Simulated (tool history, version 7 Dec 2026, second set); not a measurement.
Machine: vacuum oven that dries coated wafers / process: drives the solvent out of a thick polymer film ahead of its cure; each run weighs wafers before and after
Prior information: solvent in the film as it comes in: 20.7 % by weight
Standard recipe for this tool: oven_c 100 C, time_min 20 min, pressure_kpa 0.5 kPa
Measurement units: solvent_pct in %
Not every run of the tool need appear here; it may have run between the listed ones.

run     day  oven_c  time_min  pressure_kpa  solvent_pct
  1       0     100        20           0.5          2.4
  2   3.317     100        20           0.5         2.39
  3   5.888     100        20           0.5         2.37
  4     8.1     100        20           0.5         2.38
  5  10.346     100        20         0.258         2.27
  6  12.425     100        20         0.258         2.25
  7  15.354     100        20         0.258         2.27
  8  17.888      87        20           0.5         7.55
  9  19.371      87        20           0.5         7.54
 10  22.862      87        20           0.5         7.53
 11  25.225      87        20         0.911         7.64
 12  26.962     100        17           0.5         3.07
 13  28.917     100        17           0.5         3.08
 14  30.625     100        17           0.5         3.06
 15  33.771     100        17           0.5         3.04
     36.129  -- oven's thermocouples calibrated
 16  36.558     100        17           0.5         3.48
     39.058  -- vacuum gauge cleaned of residue and calibrated
 17  39.867      99        20         0.871         2.99

Here are 3 independent what-if runs from the current tool condition. What would each one return?
  A  42.371      90        14         0.311            ?
  B  42.371      99        27         0.871            ?
  C  42.371      99        19         0.871            ?

run  solvent_pct
  A         8.54
  B         1.73
  C         3.21
Without the tool's hidden state the same runs would have given:
run  solvent_pct
  A         8.61
  B         1.77
  C         3.27
